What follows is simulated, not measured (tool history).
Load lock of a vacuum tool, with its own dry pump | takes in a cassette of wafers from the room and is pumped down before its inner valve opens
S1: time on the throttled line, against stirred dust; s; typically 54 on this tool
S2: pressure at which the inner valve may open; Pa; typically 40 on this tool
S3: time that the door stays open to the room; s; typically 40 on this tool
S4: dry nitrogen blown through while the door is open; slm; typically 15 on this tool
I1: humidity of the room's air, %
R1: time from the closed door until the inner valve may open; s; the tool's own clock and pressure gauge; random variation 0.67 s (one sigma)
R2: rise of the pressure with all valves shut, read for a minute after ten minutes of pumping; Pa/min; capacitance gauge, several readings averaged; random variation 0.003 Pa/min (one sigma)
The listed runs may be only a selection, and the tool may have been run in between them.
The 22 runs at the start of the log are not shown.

{"run": 23, "day": 120.85, "S1": 80, "S2": 40, "S3": 40, "S4": 33, "I1": 45.7, "R1": 116.4, "R2": 0.019}
{"run": 24, "day": 125.179, "S1": 93, "S2": 62, "S3": 40, "S4": 15, "I1": 46.2, "R1": 124.4, "R2": 0.026}
{"run": 25, "day": 131.142, "S1": 93, "S2": 62, "S3": 40, "S4": 15, "I1": 44.2, "R1": 122.7, "R2": 0.023}
{"run": 26, "day": 135.467, "S1": 93, "S2": 62, "S3": 40, "S4": 15, "I1": 47.2, "R1": 122.8, "R2": 0.023}
{"run": 27, "day": 142.588, "S1": 37, "S2": 64, "S3": 146, "S4": 15, "I1": 45.4, "R1": 82.7, "R2": 0.059}
{"run": 28, "day": 149.762, "S1": 54, "S2": 48, "S3": 40, "S4": 15, "I1": 44.8, "R1": 96.7, "R2": 0.025}
{"run": 29, "day": 154.233, "S1": 54, "S2": 62, "S3": 40, "S4": 15, "I1": 42.5, "R1": 96.1, "R2": 0.018}
{"run": 30, "day": 158.396, "S1": 38, "S2": 62, "S3": 107, "S4": 34, "I1": 42.8, "R1": 84.4, "R2": 0.025}
{"run": 31, "day": 165.379, "S1": 33, "S2": 34, "S3": 36, "S4": 5, "I1": 43.7, "R1": 85.1, "R2": 0.031}
{"run": 32, "day": 169.908, "S1": 33, "S2": 34, "S3": 36, "S4": 5, "I1": 46.0, "R1": 85.6, "R2": 0.028}

Run 33 comes next. What will it give?
{"run": 33, "day": 176.912, "S1": 54, "S2": 44, "S3": 40, "S4": 12, "I1": 48.4, "R1": "?", "R2": "?"}

{"run 33": {"R1": 97.7, "R2": 0.027}}
On a tool with no hidden condition, and with the same random variation, this run would have come out at R1 97.7 s, R2 0.026 Pa/min.
